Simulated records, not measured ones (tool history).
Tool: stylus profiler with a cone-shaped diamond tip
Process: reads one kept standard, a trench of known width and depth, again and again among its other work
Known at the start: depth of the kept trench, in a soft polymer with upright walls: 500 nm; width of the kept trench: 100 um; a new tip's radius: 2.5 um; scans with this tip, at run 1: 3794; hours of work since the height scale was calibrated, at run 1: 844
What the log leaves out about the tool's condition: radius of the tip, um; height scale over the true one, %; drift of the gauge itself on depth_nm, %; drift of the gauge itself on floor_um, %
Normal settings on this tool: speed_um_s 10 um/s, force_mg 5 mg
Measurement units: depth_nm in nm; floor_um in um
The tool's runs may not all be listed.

| run | hour | speed_um_s | force_mg | scans with this tip | hours of work since the height scale was calibrated | depth_nm | floor_um |
|---|---|---|---|---|---|---|---|
| 1 | 0 | 10 | 5 | 3794 | 844 | 509.85 | 96.9 |
| 2 | 56.8 | 10 | 5 | 3980 | 885 | 509.71 | 96.87 |
| 3 | 157.3 | 10 | 5 | 4310 | 958 | 509.98 | 96.86 |
| 4 | 212.1 | 10 | 14.81 | 4489 | 998 | 518.94 | 96.86 |
| 5 | 305.6 | 10 | 14.81 | 4796 | 1067 | 519.4 | 96.86 |
| 6 | 398.9 | 10 | 14.81 | 5102 | 1135 | 519.36 | 96.85 |
| 7 | 464.3 | 10 | 14.81 | 5316 | 1182 | 519.71 | 96.83 |
| 8 | 574.6 | 10 | 5 | 5678 | 1263 | 510.55 | 96.81 |
| 9 | 625 | 10 | 5 | 5843 | 1299 | 510.34 | 96.81 |
| 10 | 708.2 | 10 | 14.26 | 6116 | 1360 | 519.26 | 96.81 |
| 11 | 816 | 10 | 14.26 | 6469 | 1439 | 519.48 | 96.78 |
|  | 822.3 | height scale calibrated on a step standard |
| 12 | 904.5 | 24 | 7.83 | 6758 | 60 | 514.92 | 96.77 |
| 13 | 960.9 | 31 | 8.12 | 6943 | 101 | 515.33 | 96.7 |
| 14 | 1045 | 7 | 7.4 | 7218 | 162 | 514.78 | 96.81 |
| 15 | 1156.7 | 3 | 5.53 | 7584 | 244 | 512.45 | 96.81 |
| 16 | 1212.7 | 4 | 5 | 7768 | 285 | 512.08 | 96.77 |
| 17 | 1263.4 | 4 | 5 | 7934 | 322 | 512.13 | 96.81 |
| 18 | 1313.2 | 4 | 5 | 8098 | 358 | 512.15 | 96.82 |
| 19 | 1363.7 | 4 | 9.11 | 8263 | 395 | 516.74 | 96.76 |
|  | 1480.3 | height scale calibrated on a step standard, once more |
| 20 | 1480.3 | 5 | 11.07 | 8644 | 0 | 514.63 | 96.7 |

The next listed run, before its measurement:
| 21 | 1565 | 8 | 3.68 | 8922 | 62 | ? | ? |

{"run 21": {"depth_nm": 506.95, "floor_um": 96.74}}
Without the tool's hidden state the same run would have given depth_nm 507.12 nm, floor_um 96.97 um.

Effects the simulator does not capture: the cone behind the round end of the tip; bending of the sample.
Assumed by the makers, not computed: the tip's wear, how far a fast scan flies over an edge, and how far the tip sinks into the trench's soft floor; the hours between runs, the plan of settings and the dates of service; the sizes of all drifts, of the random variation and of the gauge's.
